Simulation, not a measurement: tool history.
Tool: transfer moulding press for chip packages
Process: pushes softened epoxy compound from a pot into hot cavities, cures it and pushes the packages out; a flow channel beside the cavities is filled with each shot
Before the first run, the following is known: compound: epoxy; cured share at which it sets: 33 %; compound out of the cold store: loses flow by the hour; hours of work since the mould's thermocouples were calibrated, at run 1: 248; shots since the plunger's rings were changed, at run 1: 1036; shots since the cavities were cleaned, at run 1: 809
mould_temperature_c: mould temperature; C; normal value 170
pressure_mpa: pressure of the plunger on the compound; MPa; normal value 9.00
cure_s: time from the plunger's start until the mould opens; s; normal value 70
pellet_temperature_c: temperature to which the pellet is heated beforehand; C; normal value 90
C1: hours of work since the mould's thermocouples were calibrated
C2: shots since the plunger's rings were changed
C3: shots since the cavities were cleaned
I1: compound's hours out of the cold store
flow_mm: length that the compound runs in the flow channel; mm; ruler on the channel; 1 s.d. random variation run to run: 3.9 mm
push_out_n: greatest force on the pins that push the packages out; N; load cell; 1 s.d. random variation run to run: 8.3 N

Run 1, day 0.000: usual settings; C1 248; C2 1036; C3 809; I1 37.7. Result: flow_mm 598 mm, push_out_n 610 N.
At day 0.358: cavities cleaned with cleaning compound and waxed.
Run 2, day 0.654: usual settings; C1 256; C2 1238; C3 100; I1 34.1. Result: flow_mm 601 mm, push_out_n 445 N.
Run 3, day 0.946: usual settings; C1 260; C2 1338; C3 200; I1 15.4. Result: flow_mm 655 mm, push_out_n 519 N.
Run 4, day 1.450: usual settings; C1 267; C2 1510; C3 372; I1 20.7. Result: flow_mm 640 mm, push_out_n 575 N.
Run 5, day 1.717: usual settings; C1 270; C2 1601; C3 463; I1 43.2. Result: flow_mm 579 mm, push_out_n 558 N.
Run 6, day 2.171: usual settings; C1 276; C2 1756; C3 618; I1 26.4. Result: flow_mm 629 mm, push_out_n 633 N.
Run 7, day 2.542: usual settings; C1 281; C2 1882; C3 744; I1 31.2. Result: flow_mm 604 mm, push_out_n 633 N.
At day 3.121: cavities cleaned with cleaning compound and waxed.
Run 8, day 3.204: usual settings; C1 289; C2 2087; C3 28; I1 22.2. Result: flow_mm 643 mm, push_out_n 409 N.
Run 9, day 3.633: usual settings but pressure_mpa 10.28 MPa; C1 294; C2 2235; C3 176; I1 38.9. Result: flow_mm 631 mm, push_out_n 493 N.
Run 10, day 3.983: usual settings but pressure_mpa 10.28 MPa; C1 299; C2 2353; C3 294; I1 23.0. Result: flow_mm 675 mm, push_out_n 583 N.
Run 11, day 4.271: usual settings; C1 302; C2 2451; C3 392; I1 14.0. Result: flow_mm 661 mm, push_out_n 617 N.
Run 12, day 4.625: usual settings; C1 307; C2 2573; C3 514; I1 15.0. Result: flow_mm 656 mm, push_out_n 628 N.
Run 13, day 5.167: usual settings but pressure_mpa 10.27 MPa; C1 314; C2 2758; C3 699; I1 47.2. Result: flow_mm 599 mm, push_out_n 597 N.
Run 14, day 5.700: usual settings but pressure_mpa 10.27 MPa, pellet_temperature_c 96 C; C1 321; C2 2940; C3 881; I1 18.3. Result: flow_mm 682 mm, push_out_n 654 N.
At day 5.850: cavities cleaned with cleaning compound and waxed.
Run 15, day 6.183: usual settings but pressure_mpa 10.27 MPa, pellet_temperature_c 96 C; C1 327; C2 3084; C3 114; I1 30.2. Result: flow_mm 643 mm, push_out_n 444 N.
Run 16, day 6.646: usual settings but pressure_mpa 7.31 MPa, cure_s 95 s, pellet_temperature_c 93 C; C1 333; C2 3241; C3 271; I1 17.9. Result: flow_mm 583 mm, push_out_n 370 N.
Run 17, day 7.225: usual settings but pressure_mpa 7.33 MPa, cure_s 79 s, pellet_temperature_c 93 C; C1 340; C2 3439; C3 469; I1 16.7. Result: flow_mm 588 mm, push_out_n 491 N.
Run 18, day 7.846: usual settings but pressure_mpa 7.33 MPa, cure_s 79 s, pellet_temperature_c 93 C; C1 348; C2 3651; C3 681; I1 40.9. Result: flow_mm 518 mm, push_out_n 518 N.
Run 19, day 8.412: usual settings but pressure_mpa 7.33 MPa, cure_s 79 s, pellet_temperature_c 93 C; C1 356; C2 3844; C3 874; I1 21.0. Result: flow_mm 563 mm, push_out_n 533 N.
At day 8.617: cavities cleaned with cleaning compound and waxed.
Run 20, day 8.762: usual settings but pressure_mpa 7.33 MPa, cure_s 79 s, pellet_temperature_c 93 C; C1 359; C2 3943; C3 50; I1 17.2. Result: flow_mm 577 mm, push_out_n 366 N.
Run 21, day 9.392: usual settings but cure_s 92 s, pellet_temperature_c 98 C; C1 367; C2 4158; C3 265; I1 29.7. Result: flow_mm 598 mm, push_out_n 381 N.
Run 22, day 9.929: usual settings but cure_s 92 s, pellet_temperature_c 98 C; C1 374; C2 4340; C3 447; I1 34.5. Result: flow_mm 590 mm, push_out_n 423 N.
Run 23, day 10.458: usual settings but cure_s 92 s, pellet_temperature_c 98 C; C1 381; C2 4522; C3 629; I1 45.1. Result: flow_mm 552 mm, push_out_n 436 N.
Run 24, day 11.017: usual settings but mould_temperature_c 173 C, pressure_mpa 8.96 MPa, cure_s 50 s, pellet_temperature_c 98 C; C1 389; C2 4712; C3 819; I1 32.8. Result: flow_mm 588 mm, push_out_n 1082 N.
At day 11.358: cavities cleaned with cleaning compound and waxed.
Run 25, day 11.358: usual settings but pressure_mpa 9.14 MPa, cure_s 61 s; C1 392; C2 4807; C3 0; I1 27.1. Result: flow_mm 615 mm, push_out_n 560 N.
Run 26, day 11.958: usual settings but pressure_mpa 10.87 MPa, cure_s 66 s, pellet_temperature_c 81 C; C1 400; C2 5012; C3 205; I1 44.7. Result: flow_mm 614 mm, push_out_n 577 N.
Run 27, day 12.525: usual settings but pressure_mpa 10.87 MPa, cure_s 66 s, pellet_temperature_c 81 C; C1 407; C2 5206; C3 399; I1 42.2. Result: flow_mm 623 mm, push_out_n 655 N.
Run 28, day 12.946: usual settings but pressure_mpa 7.10 MPa, cure_s 98 s; C1 413; C2 5349; C3 542; I1 40.2. Result: flow_mm 510 mm, push_out_n 415 N.
Run 29, day 13.462: usual settings but mould_temperature_c 171 C, cure_s 68 s; C1 420; C2 5526; C3 719; I1 13.0. Result: flow_mm 642 mm, push_out_n 675 N.

Below are 3 alternative next runs, each starting from the tool's condition after run 29. Predict each:
At day 13.854: plunger's sealing rings changed.
At day 14.183: cavities cleaned with cleaning compound and waxed.
Run A, day 14.212: usual settings but mould_temperature_c 164 C, cure_s 68 s; C1 427; C2 100; C3 10; I1 8.1. Result: flow_mm ?, push_out_n ?.
At day 13.854: plunger's sealing rings changed.
At day 14.183: cavities cleaned with cleaning compound and waxed.
Run B, day 14.212: usual settings but pressure_mpa 10.74 MPa; C1 427; C2 100; C3 10; I1 23.0. Result: flow_mm ?, push_out_n ?.
At day 13.854: plunger's sealing rings changed.
At day 14.183: cavities cleaned with cleaning compound and waxed.
Run C, day 14.212: usual settings but mould_temperature_c 177 C, pressure_mpa 8.02 MPa, cure_s 86 s; C1 427; C2 100; C3 10; I1 32.9. Result: flow_mm ?, push_out_n ?.

run  flow_mm  push_out_n
  A      713         710
  B      705         430
  C      565         254
Without the tool's hidden state the same runs would have given:
run  flow_mm  push_out_n
  A      710         640
  B      702         391
  C      563         245
